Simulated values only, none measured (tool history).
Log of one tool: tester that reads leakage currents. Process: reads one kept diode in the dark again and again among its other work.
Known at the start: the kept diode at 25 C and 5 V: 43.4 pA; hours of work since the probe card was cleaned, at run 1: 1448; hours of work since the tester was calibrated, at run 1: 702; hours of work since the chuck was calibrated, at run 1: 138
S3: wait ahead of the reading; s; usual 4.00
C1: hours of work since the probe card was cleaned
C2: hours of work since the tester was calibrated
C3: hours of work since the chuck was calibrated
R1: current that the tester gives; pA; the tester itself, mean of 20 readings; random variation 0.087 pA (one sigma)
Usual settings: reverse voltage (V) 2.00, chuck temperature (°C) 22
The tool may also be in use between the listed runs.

run 1 day=0.000 | reverse_voltage_(V)=2.00 chuck_temperature_(°C)=22 S3=4.00 | C1=1448 C2=702 C3=138 | R1=25.19
run 2 day=1.408 | reverse_voltage_(V)=2.00 chuck_temperature_(°C)=45 S3=4.00 | C1=1462 C2=717 C3=152 | R1=196.05
run 3 day=3.054 | reverse_voltage_(V)=2.00 chuck_temperature_(°C)=45 S3=4.00 | C1=1478 C2=733 C3=168 | R1=195.15
run 4 day=4.438 | reverse_voltage_(V)=2.00 chuck_temperature_(°C)=23 S3=4.00 | C1=1492 C2=747 C3=182 | R1=27.78
run 5 day=5.558 | reverse_voltage_(V)=2.00 chuck_temperature_(°C)=23 S3=4.00 | C1=1503 C2=758 C3=193 | R1=27.84
run 6 day=8.079 | reverse_voltage_(V)=2.00 chuck_temperature_(°C)=48 S3=4.00 | C1=1529 C2=783 C3=219 | R1=252.55
run 7 day=9.342 | reverse_voltage_(V)=2.00 chuck_temperature_(°C)=22 S3=4.00 | C1=1541 C2=796 C3=231 | R1=25.57
run 8 day=11.400 | reverse_voltage_(V)=2.00 chuck_temperature_(°C)=22 S3=4.00 | C1=1562 C2=817 C3=252 | R1=25.51
run 9 day=13.438 | reverse_voltage_(V)=2.00 chuck_temperature_(°C)=22 S3=4.00 | C1=1582 C2=837 C3=272 | R1=25.75
run 10 day=15.521 | reverse_voltage_(V)=2.00 chuck_temperature_(°C)=22 S3=4.00 | C1=1603 C2=858 C3=293 | R1=25.87
run 11 day=17.242 | reverse_voltage_(V)=2.00 chuck_temperature_(°C)=22 S3=5.38 | C1=1620 C2=875 C3=311 | R1=26.03
run 12 day=19.458 | reverse_voltage_(V)=2.00 chuck_temperature_(°C)=22 S3=5.38 | C1=1643 C2=898 C3=333 | R1=25.87
run 13 day=20.646 | reverse_voltage_(V)=2.00 chuck_temperature_(°C)=22 S3=5.38 | C1=1655 C2=909 C3=345 | R1=25.98
run 14 day=22.050 | reverse_voltage_(V)=2.00 chuck_temperature_(°C)=22 S3=5.38 | C1=1669 C2=924 C3=359 | R1=25.95
run 15 day=24.417 | reverse_voltage_(V)=2.00 chuck_temperature_(°C)=22 S3=4.00 | C1=1692 C2=947 C3=383 | R1=26.01
run 16 day=26.017 | reverse_voltage_(V)=2.00 chuck_temperature_(°C)=22 S3=4.00 | C1=1708 C2=963 C3=399 | R1=26.19
run 17 day=27.267 | reverse_voltage_(V)=2.00 chuck_temperature_(°C)=22 S3=6.03 | C1=1721 C2=976 C3=411 | R1=26.28
run 18 day=28.367 | reverse_voltage_(V)=2.00 chuck_temperature_(°C)=22 S3=6.03 | C1=1732 C2=987 C3=422 | R1=26.19
run 19 day=30.758 | reverse_voltage_(V)=2.14 chuck_temperature_(°C)=56 S3=2.11 | C1=1756 C2=1011 C3=446 | R1=502.08
run 20 day=32.462 | reverse_voltage_(V)=2.14 chuck_temperature_(°C)=56 S3=2.11 | C1=1773 C2=1028 C3=463 | R1=499.96
run 21 day=33.592 | reverse_voltage_(V)=2.14 chuck_temperature_(°C)=56 S3=2.11 | C1=1784 C2=1039 C3=475 | R1=502.55
run 22 day=35.008 | reverse_voltage_(V)=10.33 chuck_temperature_(°C)=25 S3=1.28 | C1=1799 C2=1053 C3=489 | R1=68.72
run 23 day=36.162 | reverse_voltage_(V)=2.81 chuck_temperature_(°C)=26 S3=0.69 | C1=1810 C2=1065 C3=500 | R1=44.55
run 24 day=38.038 | reverse_voltage_(V)=5.70 chuck_temperature_(°C)=24 S3=5.23 | C1=1829 C2=1084 C3=519 | R1=48.50
run 25 day=40.033 | reverse_voltage_(V)=5.70 chuck_temperature_(°C)=24 S3=5.23 | C1=1849 C2=1104 C3=539 | R1=48.48
run 26 day=42.425 | reverse_voltage_(V)=5.70 chuck_temperature_(°C)=24 S3=5.23 | C1=1873 C2=1128 C3=563 | R1=48.59
run 27 day=43.829 | reverse_voltage_(V)=6.37 chuck_temperature_(°C)=37 S3=0.46 | C1=1887 C2=1142 C3=577 | R1=160.17
run 28 day=45.992 | reverse_voltage_(V)=6.37 chuck_temperature_(°C)=37 S3=0.46 | C1=1909 C2=1164 C3=599 | R1=161.19
run 29 day=48.300 | reverse_voltage_(V)=6.37 chuck_temperature_(°C)=37 S3=0.46 | C1=1932 C2=1187 C3=622 | R1=160.42
run 30 day=50.529 | reverse_voltage_(V)=2.00 chuck_temperature_(°C)=45 S3=4.00 | C1=1954 C2=1209 C3=644 | R1=204.50
run 31 day=51.904 | reverse_voltage_(V)=7.13 chuck_temperature_(°C)=45 S3=4.00 | C1=1968 C2=1223 C3=658 | R1=324.47
run 32 day=54.346 | reverse_voltage_(V)=2.92 chuck_temperature_(°C)=45 S3=4.00 | C1=1992 C2=1247 C3=683 | R1=235.91
run 33 day=56.354 | reverse_voltage_(V)=1.91 chuck_temperature_(°C)=27 S3=4.00 | C1=2013 C2=1267 C3=703 | R1=42.32
run 34 day=57.833 | reverse_voltage_(V)=2.00 chuck_temperature_(°C)=43 S3=3.80 | C1=2027 C2=1282 C3=718 | R1=174.68
run 35 day=58.962 | reverse_voltage_(V)=2.00 chuck_temperature_(°C)=43 S3=0.40 | C1=2039 C2=1294 C3=729 | R1=176.69
run 36 day=61.117 | reverse_voltage_(V)=2.26 chuck_temperature_(°C)=23 S3=6.98 | C1=2060 C2=1315 C3=750 | R1=31.52

Forecast each of these 5 alternatives for the next run:
run A day=63.258 | reverse_voltage_(V)=19.03 chuck_temperature_(°C)=21 S3=2.69 | C1=2082 C2=1337 C3=772 | R1=?
run B day=63.258 | reverse_voltage_(V)=2.26 chuck_temperature_(°C)=23 S3=5.59 | C1=2082 C2=1337 C3=772 | R1=?
run C day=63.258 | reverse_voltage_(V)=4.14 chuck_temperature_(°C)=22 S3=0.74 | C1=2082 C2=1337 C3=772 | R1=?
run D day=63.258 | reverse_voltage_(V)=2.26 chuck_temperature_(°C)=31 S3=1.16 | C1=2082 C2=1337 C3=772 | R1=?
run E day=63.258 | reverse_voltage_(V)=2.26 chuck_temperature_(°C)=22 S3=0.54 | C1=2082 C2=1337 C3=772 | R1=?

run=A R1=69.14
run=B R1=31.71
run=C R1=38.03
run=D R1=65.37
run=E R1=29.79
Without the tool's hidden state the same runs would have given:
run=A R1=48.83
run=B R1=27.30
run=C R1=31.71
run=D R1=58.38
run=E R1=25.60
